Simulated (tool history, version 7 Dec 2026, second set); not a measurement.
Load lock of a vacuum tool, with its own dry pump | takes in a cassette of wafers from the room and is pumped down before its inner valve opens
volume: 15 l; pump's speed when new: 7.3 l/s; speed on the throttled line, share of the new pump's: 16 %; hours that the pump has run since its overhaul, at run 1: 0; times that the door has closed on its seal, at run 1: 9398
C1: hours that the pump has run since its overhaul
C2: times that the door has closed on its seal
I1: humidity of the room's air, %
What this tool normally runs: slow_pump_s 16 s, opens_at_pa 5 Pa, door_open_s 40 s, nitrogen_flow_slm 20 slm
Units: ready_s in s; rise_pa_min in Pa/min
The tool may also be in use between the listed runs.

run 1 hour=0.0 | slow_pump_s=16 opens_at_pa=5 door_open_s=40 nitrogen_flow_slm=20 | C1=0 C2=9398 | I1=46.6 | ready_s=33.8 rise_pa_min=0.090
run 2 hour=109.1 | slow_pump_s=16 opens_at_pa=5 door_open_s=40 nitrogen_flow_slm=13 | C1=109 C2=9631 | I1=45.8 | ready_s=33.5 rise_pa_min=0.096
run 3 hour=246.5 | slow_pump_s=16 opens_at_pa=5 door_open_s=54 nitrogen_flow_slm=20 | C1=246 C2=9924 | I1=45.1 | ready_s=33.6 rise_pa_min=0.101
run 4 hour=357.1 | slow_pump_s=16 opens_at_pa=5 door_open_s=54 nitrogen_flow_slm=20 | C1=357 C2=10161 | I1=46.8 | ready_s=34.5 rise_pa_min=0.100
run 5 hour=447.4 | slow_pump_s=16 opens_at_pa=5 door_open_s=54 nitrogen_flow_slm=20 | C1=447 C2=10354 | I1=50.0 | ready_s=34.3 rise_pa_min=0.112
run 6 hour=531.4 | slow_pump_s=16 opens_at_pa=5 door_open_s=54 nitrogen_flow_slm=20 | C1=531 C2=10533 | I1=45.9 | ready_s=34.1 rise_pa_min=0.101
run 7 hour=615.6 | slow_pump_s=16 opens_at_pa=5 door_open_s=54 nitrogen_flow_slm=20 | C1=616 C2=10713 | I1=45.3 | ready_s=34.1 rise_pa_min=0.104
run 8 hour=717.8 | slow_pump_s=16 opens_at_pa=5 door_open_s=32 nitrogen_flow_slm=20 | C1=718 C2=10931 | I1=47.1 | ready_s=34.6 rise_pa_min=0.085
run 9 hour=776.1 | slow_pump_s=16 opens_at_pa=5 door_open_s=62 nitrogen_flow_slm=20 | C1=776 C2=11055 | I1=45.2 | ready_s=34.5 rise_pa_min=0.114
run 10 hour=869.3 | slow_pump_s=20 opens_at_pa=5 door_open_s=40 nitrogen_flow_slm=20 | C1=869 C2=11254 | I1=45.5 | ready_s=37.5 rise_pa_min=0.090
run 11 hour=976.7 | slow_pump_s=20 opens_at_pa=5 door_open_s=40 nitrogen_flow_slm=7 | C1=977 C2=11484 | I1=47.1 | ready_s=36.7 rise_pa_min=0.108
run 12 hour=1061.2 | slow_pump_s=19 opens_at_pa=5 door_open_s=40 nitrogen_flow_slm=7 | C1=1061 C2=11664 | I1=46.4 | ready_s=36.9 rise_pa_min=0.118
run 13 hour=1188.1 | slow_pump_s=16 opens_at_pa=9 door_open_s=40 nitrogen_flow_slm=20 | C1=1188 C2=11935 | I1=44.9 | ready_s=33.3 rise_pa_min=0.101
run 14 hour=1317.8 | slow_pump_s=8 opens_at_pa=5 door_open_s=40 nitrogen_flow_slm=20 | C1=1318 C2=12212 | I1=45.4 | ready_s=27.5 rise_pa_min=0.106
run 15 hour=1414.5 | slow_pump_s=16 opens_at_pa=6 door_open_s=40 nitrogen_flow_slm=20 | C1=1414 C2=12419 | I1=46.7 | ready_s=34.4 rise_pa_min=0.102
run 16 hour=1511.9 | slow_pump_s=10 opens_at_pa=6 door_open_s=97 nitrogen_flow_slm=19 | C1=1512 C2=12627 | I1=45.7 | ready_s=29.7 rise_pa_min=0.157
run 17 hour=1631.5 | slow_pump_s=10 opens_at_pa=6 door_open_s=97 nitrogen_flow_slm=19 | C1=1631 C2=12882 | I1=45.1 | ready_s=28.9 rise_pa_min=0.157
run 18 hour=1716.7 | slow_pump_s=16 opens_at_pa=5 door_open_s=52 nitrogen_flow_slm=13 | C1=1717 C2=13064 | I1=41.9 | ready_s=35.5 rise_pa_min=0.120
run 19 hour=1777.9 | slow_pump_s=8 opens_at_pa=5 door_open_s=40 nitrogen_flow_slm=18 | C1=1778 C2=13195 | I1=44.7 | ready_s=29.0 rise_pa_min=0.109
run 20 hour=1873.6 | slow_pump_s=10 opens_at_pa=6 door_open_s=36 nitrogen_flow_slm=14 | C1=1874 C2=13399 | I1=46.9 | ready_s=29.1 rise_pa_min=0.110
run 21 hour=2013.3 | slow_pump_s=10 opens_at_pa=6 door_open_s=36 nitrogen_flow_slm=14 | C1=2013 C2=13698 | I1=42.5 | ready_s=29.2 rise_pa_min=0.101
run 22 hour=2150.6 | slow_pump_s=10 opens_at_pa=6 door_open_s=36 nitrogen_flow_slm=14 | C1=2151 C2=13991 | I1=45.8 | ready_s=29.0 rise_pa_min=0.108
run 23 hour=2291.8 | slow_pump_s=10 opens_at_pa=6 door_open_s=36 nitrogen_flow_slm=14 | C1=2292 C2=14292 | I1=47.9 | ready_s=29.3 rise_pa_min=0.116
run 24 hour=2392.9 | slow_pump_s=29 opens_at_pa=8 door_open_s=200 nitrogen_flow_slm=5 | C1=2393 C2=14508 | I1=42.7 | ready_s=45.1 rise_pa_min=0.277
run 25 hour=2454.2 | slow_pump_s=29 opens_at_pa=8 door_open_s=200 nitrogen_flow_slm=5 | C1=2454 C2=14639 | I1=43.7 | ready_s=43.7 rise_pa_min=0.287
run 26 hour=2512.1 | slow_pump_s=16 opens_at_pa=5 door_open_s=34 nitrogen_flow_slm=9 | C1=2512 C2=14763 | I1=47.5 | ready_s=35.6 rise_pa_min=0.121
run 27 hour=2616.1 | slow_pump_s=11 opens_at_pa=5 door_open_s=115 nitrogen_flow_slm=5 | C1=2616 C2=14985 | I1=42.7 | ready_s=30.6 rise_pa_min=0.204
run 28 hour=2691.4 | slow_pump_s=11 opens_at_pa=5 door_open_s=115 nitrogen_flow_slm=5 | C1=2691 C2=15146 | I1=43.4 | ready_s=31.0 rise_pa_min=0.202
run 29 hour=2786.5 | slow_pump_s=16 opens_at_pa=4 door_open_s=27 nitrogen_flow_slm=20 | C1=2786 C2=15349 | I1=46.8 | ready_s=35.2 rise_pa_min=0.106

Some steps in ready_s between neighbouring runs. How much of each would the tool show without its hidden state too (settings, what came in, random variation), and how much is left for the hidden state, with any gauge scatter that isn't in both results?
Unlogged tool condition in this case: pump's speed, % of a new pump's; leak at the door's seal, Pa l/s; drift of the gauge itself on ready_s, %; drift of the gauge itself on rise_pa_min, %.
Run 23 -> 24: slow_pump_s 10 -> 29, opens_at_pa 6 -> 8, door_open_s 36 -> 200, nitrogen_flow_slm 14 -> 5. ready_s +15.8 s: hidden state -0.3, all else +16.1.
Run 25 -> 26: slow_pump_s 29 -> 16, opens_at_pa 8 -> 5, door_open_s 200 -> 34, nitrogen_flow_slm 5 -> 9. ready_s -8.1 s: hidden state +0.3, all else -8.4.
